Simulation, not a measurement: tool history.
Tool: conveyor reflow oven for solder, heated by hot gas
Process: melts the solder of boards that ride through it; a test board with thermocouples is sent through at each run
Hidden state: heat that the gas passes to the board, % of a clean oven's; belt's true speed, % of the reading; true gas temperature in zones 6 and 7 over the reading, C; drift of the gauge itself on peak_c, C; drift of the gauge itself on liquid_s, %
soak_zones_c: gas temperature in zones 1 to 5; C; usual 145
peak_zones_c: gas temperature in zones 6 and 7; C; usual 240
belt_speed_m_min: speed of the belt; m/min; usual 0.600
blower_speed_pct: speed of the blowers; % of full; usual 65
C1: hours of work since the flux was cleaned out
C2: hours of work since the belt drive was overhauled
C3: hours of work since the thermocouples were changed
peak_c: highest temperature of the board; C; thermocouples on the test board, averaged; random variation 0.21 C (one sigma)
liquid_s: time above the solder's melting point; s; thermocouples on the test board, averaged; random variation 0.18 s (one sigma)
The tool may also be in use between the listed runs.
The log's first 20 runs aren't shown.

Run 21, day 46.992: usual settings but peak_zones_c 232 C; C1 89; C2 136; C3 291. Result: peak_c 213.4 C, liquid_s 58.9 s.
Run 22, day 50.262: usual settings but soak_zones_c 153 C, peak_zones_c 245 C, belt_speed_m_min 0.609 m/min, blower_speed_pct 55 % of full; C1 139; C2 186; C3 340. Result: peak_c 223.3 C, liquid_s 68.1 s.
Run 23, day 53.321: usual settings but soak_zones_c 143 C, peak_zones_c 249 C; C1 185; C2 232; C3 386. Result: peak_c 227.3 C, liquid_s 68.4 s.
Run 24, day 55.508: usual settings but soak_zones_c 143 C, peak_zones_c 249 C; C1 218; C2 265; C3 419. Result: peak_c 227.2 C, liquid_s 68.4 s.
Run 25, day 58.767: usual settings but soak_zones_c 150 C, peak_zones_c 235 C, belt_speed_m_min 0.699 m/min, blower_speed_pct 76 % of full; C1 267; C2 314; C3 468. Result: peak_c 214.8 C, liquid_s 52.7 s.
Run 26, day 60.925: usual settings but soak_zones_c 146 C, blower_speed_pct 81 % of full; C1 300; C2 346; C3 501. Result: peak_c 224.5 C, liquid_s 67.8 s.
At day 62.533: flux residue cleaned out of gas plates and filters.
Run 27, day 64.221: usual settings but soak_zones_c 146 C, blower_speed_pct 81 % of full; C1 25; C2 393; C3 547. Result: peak_c 223.8 C, liquid_s 67.7 s.
Run 28, day 66.604: usual settings but soak_zones_c 146 C, peak_zones_c 254 C, belt_speed_m_min 0.573 m/min, blower_speed_pct 81 % of full; C1 61; C2 429; C3 583. Result: peak_c 238.0 C, liquid_s 79.0 s.
Run 29, day 68.208: usual settings but soak_zones_c 146 C, peak_zones_c 254 C, belt_speed_m_min 0.573 m/min, blower_speed_pct 81 % of full; C1 86; C2 453; C3 608. Result: peak_c 237.8 C, liquid_s 78.6 s.
Run 30, day 70.721: usual settings but belt_speed_m_min 0.593 m/min; C1 124; C2 491; C3 646. Result: peak_c 220.6 C, liquid_s 65.3 s.

Forecast each of these 4 alternatives for the next run:
Run A, day 74.071: usual settings but soak_zones_c 146 C, peak_zones_c 251 C, belt_speed_m_min 0.685 m/min; C1 174; C2 542; C3 696. Result: peak_c ?, liquid_s ?.
Run B, day 74.071: usual settings but soak_zones_c 137 C; C1 174; C2 542; C3 696. Result: peak_c ?, liquid_s ?.
Run C, day 74.071: usual settings but belt_speed_m_min 0.626 m/min; C1 174; C2 542; C3 696. Result: peak_c ?, liquid_s ?.
Run D, day 74.071: usual settings but peak_zones_c 238 C, belt_speed_m_min 0.672 m/min, blower_speed_pct 80 % of full; C1 174; C2 542; C3 696. Result: peak_c ?, liquid_s ?.

run  peak_c  liquid_s
  A   224.5      59.0
  B   218.6      59.8
  C   218.6      60.3
  D   218.6      55.9
Without the tool's hidden state the same runs would have given:
run  peak_c  liquid_s
  A   224.5      59.1
  B   218.7      59.9
  C   218.7      60.3
  D   218.7      55.9
